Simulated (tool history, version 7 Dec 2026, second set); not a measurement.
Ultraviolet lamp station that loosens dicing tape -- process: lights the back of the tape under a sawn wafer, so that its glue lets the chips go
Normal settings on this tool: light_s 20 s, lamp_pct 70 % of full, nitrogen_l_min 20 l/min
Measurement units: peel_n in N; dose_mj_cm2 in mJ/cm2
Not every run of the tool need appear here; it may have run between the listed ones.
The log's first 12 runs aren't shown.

run    hour  light_s  lamp_pct  nitrogen_l_min  hours of work of the lamp  hours of work since the window was cleaned  peel_n  dose_mj_cm2
 13   403.3       20        70              37                       1162                                          33   2.331          180
 14   435.5       20        70              20                       1187                                          59   2.813          180
 15   457.7       20        70              20                       1205                                          76   2.864          176
 16   478.6       20        70              20                       1222                                          93    2.82          174
 17   509.9       36        70              20                       1247                                         118   1.016          316
 18   542.1       36        70              20                       1272                                         143   1.053          305
 19   570.7       36        70              20                       1295                                         166   1.092          301
 20   612.1       14        68              28                       1328                                         199   4.425          112
 21   632.3       31        70              13                       1344                                         215   2.072          249
 22   659.6       14        88              13                       1366                                         237   4.139          145
 23   704.2       20        70              13                       1401                                         272   3.811          157
      720.9  -- window cleaned of glue's vapour
 24   732.8       13        78              25                       1423                                           9   4.286          121
 25   752.4       13        78              25                       1439                                          25   4.356          117
 26     772       13        78              25                       1454                                          41   4.465          115
 27   802.7       20        70              30                       1479                                          65   2.998          159
 28   842.6       20        63               8                       1511                                          97   4.901          139
      856.6  -- lamp changed
 29   872.1       11        70              12                         12                                         119   4.466          140
 30   898.5       13        74              27                         33                                         140   2.667          168
 31   936.5       13        74              27                         64                                         170   2.814          166
 32   957.7       11        70              20                         80                                         187   4.018          134
 33   977.6       13        76               9                         96                                         203   3.935          170
 34  1011.1       20        70              13                        123                                         230   2.226          238
 35  1055.1       13        74              37                        158                                         265   2.621          163
     1082.3  -- window cleaned of glue's vapour
 36  1098.4       23        94              38                        192                                          13   0.418          381
 37  1130.6       14        82              36                        217                                          38   1.927          198

Branching from run 37: 3 alternative next runs. What would each branch give?
  A  1155.2       20        68              20                        237                                          58       ?            ?
  B  1155.2       29        93              24                        237                                          58       ?            ?
  C  1155.2       27        74              20                        237                                          58       ?            ?

run  peel_n  dose_mj_cm2
  A   1.802          237
  B   0.289          470
  C   0.781          343
With no hidden state in the tool, these same runs would have given:
run  peel_n  dose_mj_cm2
  A   1.562          255
  B   0.229          507
  C    0.64          370
